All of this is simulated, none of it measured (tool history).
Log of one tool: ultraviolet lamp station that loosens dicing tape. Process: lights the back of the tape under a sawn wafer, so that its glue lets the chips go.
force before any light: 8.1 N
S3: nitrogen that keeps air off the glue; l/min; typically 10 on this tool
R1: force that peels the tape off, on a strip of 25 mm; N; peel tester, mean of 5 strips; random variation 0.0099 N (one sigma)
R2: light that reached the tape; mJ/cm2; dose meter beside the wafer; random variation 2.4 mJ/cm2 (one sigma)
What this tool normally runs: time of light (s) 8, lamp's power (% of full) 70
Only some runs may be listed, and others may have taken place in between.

Run 1, hour 0.0: usual settings. Result: R1 0.560 N, R2 233 mJ/cm2.
Run 2, hour 20.8: usual settings. Result: R1 0.577 N, R2 235 mJ/cm2.
Run 3, hour 40.9: usual settings. Result: R1 0.586 N, R2 232 mJ/cm2.
Run 4, hour 65.3: usual settings. Result: R1 0.585 N, R2 231 mJ/cm2.
Run 5, hour 95.9: usual settings. Result: R1 0.608 N, R2 228 mJ/cm2.
Run 6, hour 130.1: usual settings. Result: R1 0.617 N, R2 229 mJ/cm2.
Run 7, hour 164.7: usual settings. Result: R1 0.633 N, R2 227 mJ/cm2.
Run 8, hour 198.1: usual settings. Result: R1 0.657 N, R2 222 mJ/cm2.
Run 9, hour 233.7: usual settings. Result: R1 0.672 N, R2 220 mJ/cm2.
Run 10, hour 276.2: usual settings. Result: R1 0.680 N, R2 217 mJ/cm2.
Run 11, hour 319.8: usual settings. Result: R1 0.713 N, R2 217 mJ/cm2.
Run 12, hour 348.0: usual settings. Result: R1 0.735 N, R2 212 mJ/cm2.
Run 13, hour 384.5: usual settings. Result: R1 0.729 N, R2 208 mJ/cm2.
Run 14, hour 413.8: usual settings. Result: R1 0.743 N, R2 209 mJ/cm2.
Run 15, hour 450.1: usual settings. Result: R1 0.769 N, R2 208 mJ/cm2.
Run 16, hour 470.8: usual settings but lamp's power (% of full) 64. Result: R1 0.930 N, R2 185 mJ/cm2.
Run 17, hour 512.8: usual settings but lamp's power (% of full) 64. Result: R1 0.928 N, R2 186 mJ/cm2.
Run 18, hour 534.4: usual settings but lamp's power (% of full) 100. Result: R1 0.380 N, R2 290 mJ/cm2.
Run 19, hour 560.7: usual settings. Result: R1 0.808 N, R2 195 mJ/cm2.
Run 20, hour 605.0: usual settings. Result: R1 0.838 N, R2 199 mJ/cm2.
Run 21, hour 628.1: usual settings but time of light (s) 4, lamp's power (% of full) 98, S3 12 l/min. Result: R1 1.462 N, R2 135 mJ/cm2.
Run 22, hour 655.6: usual settings but time of light (s) 7, lamp's power (% of full) 76, S3 9 l/min. Result: R1 1.022 N, R2 184 mJ/cm2.
Run 23, hour 698.3: usual settings but time of light (s) 9, lamp's power (% of full) 68, S3 18 l/min. Result: R1 0.566 N, R2 204 mJ/cm2.
Run 24, hour 722.2: usual settings but time of light (s) 9, lamp's power (% of full) 68, S3 18 l/min. Result: R1 0.580 N, R2 205 mJ/cm2.
Run 25, hour 750.3: usual settings but time of light (s) 7, lamp's power (% of full) 74, S3 3 l/min. Result: R1 2.008 N, R2 173 mJ/cm2.
Run 26, hour 786.9: usual settings but time of light (s) 7, lamp's power (% of full) 74, S3 3 l/min. Result: R1 2.013 N, R2 169 mJ/cm2.
Run 27, hour 811.0: usual settings but time of light (s) 7, lamp's power (% of full) 74, S3 3 l/min. Result: R1 1.965 N, R2 170 mJ/cm2.
Run 28, hour 848.8: usual settings but time of light (s) 7, lamp's power (% of full) 74, S3 3 l/min. Result: R1 2.045 N, R2 166 mJ/cm2.
Run 29, hour 891.7: usual settings but lamp's power (% of full) 97, S3 9 l/min. Result: R1 0.568 N, R2 247 mJ/cm2.
Run 30, hour 930.0: usual settings but time of light (s) 9, lamp's power (% of full) 99, S3 4 l/min. Result: R1 0.717 N, R2 282 mJ/cm2.
Run 31, hour 975.5: usual settings but time of light (s) 9, lamp's power (% of full) 99, S3 4 l/min. Result: R1 0.605 N, R2 301 mJ/cm2.
Run 32, hour 1021.2: usual settings but time of light (s) 4, lamp's power (% of full) 79. Result: R1 2.242 N, R2 104 mJ/cm2.
Run 33, hour 1040.0: usual settings but time of light (s) 4, lamp's power (% of full) 79. Result: R1 2.346 N, R2 107 mJ/cm2.
Run 34, hour 1069.9: usual settings but time of light (s) 11, lamp's power (% of full) 90, S3 17 l/min. Result: R1 0.252 N, R2 320 mJ/cm2.
Run 35, hour 1111.9: usual settings but time of light (s) 12, lamp's power (% of full) 68, S3 4 l/min. Result: R1 0.798 N, R2 263 mJ/cm2.
Run 36, hour 1136.6: usual settings but S3 17 l/min. Result: R1 0.814 N, R2 176 mJ/cm2.
Run 37, hour 1180.7: usual settings but lamp's power (% of full) 87, S3 4 l/min. Result: R1 0.515 N, R2 327 mJ/cm2.

The log once held 2 entries between its listed runs, left out of this copy. Where does each go, and what is different about the tool's unlogged condition between the listed run before it and the listed run after it?
Logged between run 30 and run 31: window cleaned of glue's vapour (hour 975.5)
  lamp's light, % of a new lamp's: 70.7 -> 69.9; light that the window lets through, % of a clean one's: 91.3 -> 100
  what was measured, less what the result would be without the hidden state, R1: +0.427 -> +0.318 N; R2: -153 -> -130 mJ/cm2
Logged between run 36 and run 37: lamp changed (hour 1170.7)
  lamp's light, % of a new lamp's: 66.7 -> 99.7; light that the window lets through, % of a clean one's: 98.7 -> 98.3
  what was measured, less what the result would be without the hidden state, R1: +0.465 -> +0.022 N; R2: -92 -> -6 mJ/cm2
